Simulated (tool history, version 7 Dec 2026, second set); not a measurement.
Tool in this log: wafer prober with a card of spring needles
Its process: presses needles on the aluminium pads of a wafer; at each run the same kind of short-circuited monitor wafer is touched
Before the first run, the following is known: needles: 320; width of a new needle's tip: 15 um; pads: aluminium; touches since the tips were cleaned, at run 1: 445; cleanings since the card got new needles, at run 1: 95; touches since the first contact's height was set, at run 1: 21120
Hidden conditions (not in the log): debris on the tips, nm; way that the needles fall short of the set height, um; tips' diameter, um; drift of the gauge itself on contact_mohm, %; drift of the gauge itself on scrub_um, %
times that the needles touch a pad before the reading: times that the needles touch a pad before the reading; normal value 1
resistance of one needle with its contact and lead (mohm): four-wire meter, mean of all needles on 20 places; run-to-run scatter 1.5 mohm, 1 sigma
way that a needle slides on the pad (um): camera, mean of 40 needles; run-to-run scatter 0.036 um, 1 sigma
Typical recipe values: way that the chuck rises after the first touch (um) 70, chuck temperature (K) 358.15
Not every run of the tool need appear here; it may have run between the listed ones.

| run | hour | way that the chuck rises after the first touch (um) | chuck temperature (K) | times that the needles touch a pad before the reading | touches since the tips were cleaned | cleanings since the card got new needles | touches since the first contact's height was set | resistance of one needle with its contact and lead (mohm) | way that a needle slides on the pad (um) |
|---|---|---|---|---|---|---|---|---|---|
| 1 | 0 | 70 | 358.15 | 1 | 445 | 95 | 21120 | 143 | 16.12 |
|  | 6.3 | tips cleaned on abrasive film |
|  | 14.2 | tips cleaned on abrasive film |
| 2 | 15.9 | 70 | 358.15 | 1 | 543 | 97 | 26129 | 147 | 16.05 |
|  | 23.3 | tips cleaned on abrasive film |
|  | 32.5 | tips cleaned on abrasive film |
|  | 40.8 | tips cleaned on abrasive film |
| 3 | 42.4 | 83 | 358.15 | 1 | 514 | 100 | 34505 | 145 | 19.02 |
|  | 49.6 | tips cleaned on abrasive film |
|  | 58.6 | tips cleaned on abrasive film |
| 4 | 58.9 | 70 | 358.15 | 1 | 77 | 102 | 39695 | 143 | 16.03 |
|  | 67.7 | tips cleaned on abrasive film |
| 5 | 70.6 | 70 | 358.15 | 1 | 939 | 103 | 43413 | 143 | 15.97 |
|  | 75.9 | tips cleaned on abrasive film |
|  | 84.4 | tips cleaned on abrasive film |
|  | 92.4 | tips cleaned on abrasive film |
| 6 | 92.4 | 56 | 358.15 | 1 | 0 | 106 | 50255 | 150 | 12.78 |
|  | 100.8 | tips cleaned on abrasive film |
|  | 109 | tips cleaned on abrasive film |
| 7 | 116.4 | 56 | 358.15 | 1 | 2354 | 108 | 57869 | 148 | 12.81 |
|  | 118.4 | tips cleaned on abrasive film |
|  | 127.3 | tips cleaned on abrasive film |
|  | 136.8 | tips cleaned on abrasive film |
| 8 | 137.6 | 56 | 358.15 | 1 | 277 | 111 | 64542 | 151 | 12.78 |
|  | 145.8 | tips cleaned on abrasive film |
|  | 154.8 | tips cleaned on abrasive film |
|  | 163.6 | tips cleaned on abrasive film |
| 9 | 165.7 | 56 | 358.15 | 1 | 666 | 114 | 73404 | 153 | 12.79 |
|  | 172.6 | tips cleaned on abrasive film |
|  | 181.7 | tips cleaned on abrasive film |
| 10 | 182.6 | 56 | 358.15 | 1 | 286 | 116 | 78746 | 149 | 12.72 |
|  | 190.4 | tips cleaned on abrasive film |
|  | 199.4 | tips cleaned on abrasive film |
| 11 | 202.6 | 56 | 358.15 | 1 | 1036 | 118 | 85073 | 149 | 12.78 |
|  | 206.7 | height of the first contact set anew |
|  | 208 | tips cleaned on abrasive film |
|  | 215.8 | tips cleaned on abrasive film |
| 12 | 218.9 | 56 | 358.15 | 1 | 997 | 120 | 3814 | 147 | 12.75 |
|  | 224.1 | tips cleaned on abrasive film |
|  | 232.9 | tips cleaned on abrasive film |
|  | 241.4 | tips cleaned on abrasive film |
| 13 | 244.8 | 56 | 358.15 | 1 | 1099 | 123 | 12005 | 150 | 12.75 |
|  | 250.7 | tips cleaned on abrasive film |
|  | 259 | tips cleaned on abrasive film |
|  | 267.9 | tips cleaned on abrasive film |
| 14 | 268.3 | 70 | 304.15 | 1 | 120 | 126 | 19398 | 136 | 15.94 |
|  | 276.9 | tips cleaned on abrasive film |
|  | 284.6 | tips cleaned on abrasive film |
|  | 293.3 | tips cleaned on abrasive film |
| 15 | 294.7 | 70 | 358.15 | 1 | 446 | 129 | 27732 | 144 | 15.93 |
|  | 301.5 | tips cleaned on abrasive film |
|  | 310.6 | tips cleaned on abrasive film |
|  | 319.2 | tips cleaned on abrasive film |
| 16 | 319.5 | 70 | 358.15 | 1 | 74 | 132 | 35536 | 146 | 15.9 |
|  | 328.7 | tips cleaned on abrasive film |
|  | 337.8 | tips cleaned on abrasive film |
| 17 | 338 | 70 | 317.15 | 1 | 79 | 134 | 41394 | 138 | 15.94 |
|  | 346.7 | tips cleaned on abrasive film |
| 18 | 349.6 | 70 | 366.15 | 1 | 907 | 135 | 45055 | 147 | 15.85 |
|  | 354.9 | tips cleaned on abrasive film |
|  | 363.3 | tips cleaned on abrasive film |
| 19 | 370.4 | 68 | 325.15 | 1 | 2253 | 137 | 51638 | 142 | 15.37 |
|  | 372.3 | tips cleaned on abrasive film |
|  | 380.3 | tips cleaned on abrasive film |
|  | 389.3 | tips cleaned on abrasive film |
|  | 397.9 | tips cleaned on abrasive film |
| 20 | 399.2 | 68 | 336.15 | 1 | 418 | 141 | 60695 | 144 | 15.48 |
|  | 406.3 | tips cleaned on abrasive film |
| 21 | 412.9 | 90 | 358.15 | 1 | 2103 | 142 | 65037 | 144 | 20.48 |

Predict the results of run 22:
|  | 414.4 | tips cleaned on abrasive film |
|  | 423.3 | tips cleaned on abrasive film |
|  | 432.6 | tips cleaned on abrasive film |
| 22 | 434.8 | 77 | 336.15 | 1 | 726 | 145 | 71954 | ? | ? |

Logged for run 22: resistance of one needle with its contact and lead (mohm) 140, way that a needle slides on the pad (um) 17.42.
Without the tool's hidden state the same run would have given resistance of one needle with its contact and lead (mohm) 140, way that a needle slides on the pad (um) 17.62.

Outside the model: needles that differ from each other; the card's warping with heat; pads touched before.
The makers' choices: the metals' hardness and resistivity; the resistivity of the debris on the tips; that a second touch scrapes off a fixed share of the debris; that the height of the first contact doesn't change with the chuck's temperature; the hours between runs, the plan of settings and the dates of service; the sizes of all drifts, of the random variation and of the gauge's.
